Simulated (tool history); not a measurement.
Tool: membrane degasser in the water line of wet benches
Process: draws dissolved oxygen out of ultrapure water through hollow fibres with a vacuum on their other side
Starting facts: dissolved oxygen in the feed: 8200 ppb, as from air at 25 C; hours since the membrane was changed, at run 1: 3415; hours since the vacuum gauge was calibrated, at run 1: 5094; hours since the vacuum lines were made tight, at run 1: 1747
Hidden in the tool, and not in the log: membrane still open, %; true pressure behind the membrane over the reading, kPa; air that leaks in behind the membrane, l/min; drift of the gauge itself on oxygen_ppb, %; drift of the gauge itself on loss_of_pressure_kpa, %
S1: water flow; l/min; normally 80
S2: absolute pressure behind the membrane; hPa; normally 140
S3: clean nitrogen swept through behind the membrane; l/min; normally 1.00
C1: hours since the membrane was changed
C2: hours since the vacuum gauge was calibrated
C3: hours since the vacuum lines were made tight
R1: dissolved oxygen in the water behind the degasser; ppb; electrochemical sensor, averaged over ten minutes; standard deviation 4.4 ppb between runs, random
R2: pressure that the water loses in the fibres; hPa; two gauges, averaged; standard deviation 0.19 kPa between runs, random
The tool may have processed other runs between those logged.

Run 1, hour 0.0: usual settings; C1 3415; C2 5094; C3 1747. Result: R1 1314.9 ppb, R2 416.6 hPa.
Run 2, hour 98.1: usual settings; C1 3513; C2 5192; C3 1845. Result: R1 1319.3 ppb, R2 417.9 hPa.
Run 3, hour 221.9: usual settings but S3 0.40 l/min; C1 3637; C2 5316; C3 1969. Result: R1 2129.9 ppb, R2 416.5 hPa.
Run 4, hour 351.8: usual settings but S3 0.40 l/min; C1 3767; C2 5445; C3 2099. Result: R1 2121.4 ppb, R2 421.5 hPa.
Run 5, hour 444.7: usual settings but S3 0.40 l/min; C1 3860; C2 5538; C3 2192. Result: R1 2136.4 ppb, R2 418.4 hPa.
Run 6, hour 559.2: usual settings; C1 3974; C2 5653; C3 2307. Result: R1 1318.7 ppb, R2 419.0 hPa.
Run 7, hour 681.3: usual settings; C1 4097; C2 5775; C3 2429. Result: R1 1325.1 ppb, R2 419.7 hPa.
Run 8, hour 767.5: usual settings but S1 75 l/min; C1 4183; C2 5861; C3 2515. Result: R1 1265.0 ppb, R2 395.7 hPa.
Run 9, hour 870.1: usual settings but S1 75 l/min; C1 4285; C2 5964; C3 2618. Result: R1 1273.0 ppb, R2 393.7 hPa.
Run 10, hour 1000.9: usual settings but S1 57 l/min; C1 4416; C2 6095; C3 2748. Result: R1 1058.9 ppb, R2 301.5 hPa.
At hour 1012.0: vacuum gauge calibrated.
Run 11, hour 1108.1: usual settings but S3 1.85 l/min; C1 4523; C2 96; C3 2855. Result: R1 887.4 ppb, R2 425.1 hPa.
Run 12, hour 1181.7: usual settings but S3 1.85 l/min; C1 4597; C2 170; C3 2929. Result: R1 888.1 ppb, R2 423.5 hPa.
Run 13, hour 1263.7: usual settings but S3 1.85 l/min; C1 4678; C2 252; C3 3011. Result: R1 897.0 ppb, R2 423.0 hPa.
Run 14, hour 1358.2: usual settings but S3 1.85 l/min; C1 4773; C2 346; C3 3105. Result: R1 889.9 ppb, R2 423.4 hPa.
At hour 1397.9: vacuum gauge calibrated, once more.
Run 15, hour 1488.3: usual settings; C1 4903; C2 90; C3 3235. Result: R1 1292.6 ppb, R2 423.0 hPa.
Run 16, hour 1550.8: usual settings; C1 4965; C2 153; C3 3297. Result: R1 1300.5 ppb, R2 421.4 hPa.
Run 17, hour 1654.6: usual settings but S1 88 l/min, S2 86 hPa, S3 2.94 l/min; C1 5069; C2 257; C3 3401. Result: R1 341.7 ppb, R2 469.5 hPa.
Run 18, hour 1728.7: usual settings but S1 88 l/min, S2 116 hPa, S3 1.21 l/min; C1 5143; C2 331; C3 3475. Result: R1 976.0 ppb, R2 466.1 hPa.
Run 19, hour 1802.8: usual settings but S1 88 l/min, S2 181 hPa, S3 0.41 l/min; C1 5217; C2 405; C3 3549. Result: R1 2782.3 ppb, R2 466.5 hPa.
Run 20, hour 1932.1: usual settings but S2 133 hPa, S3 0.82 l/min; C1 5346; C2 534; C3 3678. Result: R1 1375.3 ppb, R2 426.4 hPa.
Run 21, hour 2013.6: usual settings but S1 95 l/min, S2 116 hPa, S3 0.43 l/min; C1 5428; C2 616; C3 3760. Result: R1 1768.2 ppb, R2 506.1 hPa.
Run 22, hour 2135.8: usual settings but S1 113 l/min, S2 101 hPa, S3 0.77 l/min; C1 5550; C2 738; C3 3882. Result: R1 1243.2 ppb, R2 606.8 hPa.
Run 23, hour 2253.4: usual settings but S1 113 l/min, S2 101 hPa, S3 0.77 l/min; C1 5668; C2 855; C3 4000. Result: R1 1230.2 ppb, R2 601.7 hPa.
Run 24, hour 2311.5: usual settings but S1 72 l/min, S3 2.16 l/min; C1 5726; C2 914; C3 4058. Result: R1 703.3 ppb, R2 382.1 hPa.
Run 25, hour 2413.2: usual settings but S1 119 l/min, S3 0.69 l/min; C1 5827; C2 1015; C3 4160. Result: R1 1969.4 ppb, R2 630.9 hPa.
Run 26, hour 2532.0: usual settings but S2 112 hPa, S3 0.66 l/min; C1 5946; C2 1134; C3 4278. Result: R1 1273.6 ppb, R2 432.1 hPa.
Run 27, hour 2630.7: usual settings but S1 60 l/min, S2 182 hPa, S3 1.69 l/min; C1 6045; C2 1233; C3 4377. Result: R1 997.0 ppb, R2 320.0 hPa.
Run 28, hour 2765.8: usual settings but S1 60 l/min, S2 182 hPa, S3 1.69 l/min; C1 6180; C2 1368; C3 4512. Result: R1 992.2 ppb, R2 324.8 hPa.
Run 29, hour 2847.2: usual settings but S1 125 l/min, S3 2.12 l/min; C1 6261; C2 1449; C3 4594. Result: R1 1080.9 ppb, R2 671.1 hPa.
Run 30, hour 2929.1: usual settings but S1 55 l/min, S2 172 hPa, S3 0.55 l/min; C1 6343; C2 1531; C3 4675. Result: R1 1848.2 ppb, R2 297.7 hPa.
Run 31, hour 3025.1: usual settings but S1 53 l/min, S3 0.90 l/min; C1 6439; C2 1627; C3 4772. Result: R1 1054.8 ppb, R2 282.1 hPa.
Run 32, hour 3107.5: usual settings but S1 112 l/min, S2 120 hPa, S3 0.90 l/min; C1 6522; C2 1710; C3 4854. Result: R1 1414.6 ppb, R2 603.5 hPa.

Results for each run, recomputed without the tool's hidden state and with each run's random variation untouched:
run      R1     R2
  1  1285.2  403.5
  2  1288.8  404.3
  3  2086.6  402.5
  4  2077.3  406.8
  5  2091.3  403.4
  6  1285.4  403.6
  7  1290.8  403.8
  8  1231.6  380.4
  9  1238.8  378.1
 10  1029.1  289.2
 11   848.0  407.4
 12   848.3  405.5
 13   856.5  404.7
 14   849.2  404.8
 15  1288.9  403.9
 16  1296.5  402.0
 17   335.9  447.5
 18   969.4  443.8
 19  2784.7  443.9
 20  1369.0  405.3
 21  1761.6  480.6
 22  1230.7  575.8
 23  1216.6  570.2
 24   695.6  361.7
 25  1957.5  596.6
 26  1261.7  408.5
 27   988.4  301.9
 28   983.0  306.3
 29  1065.0  632.2
 30  1840.2  280.3
 31  1043.6  265.1
 32  1394.7  567.1
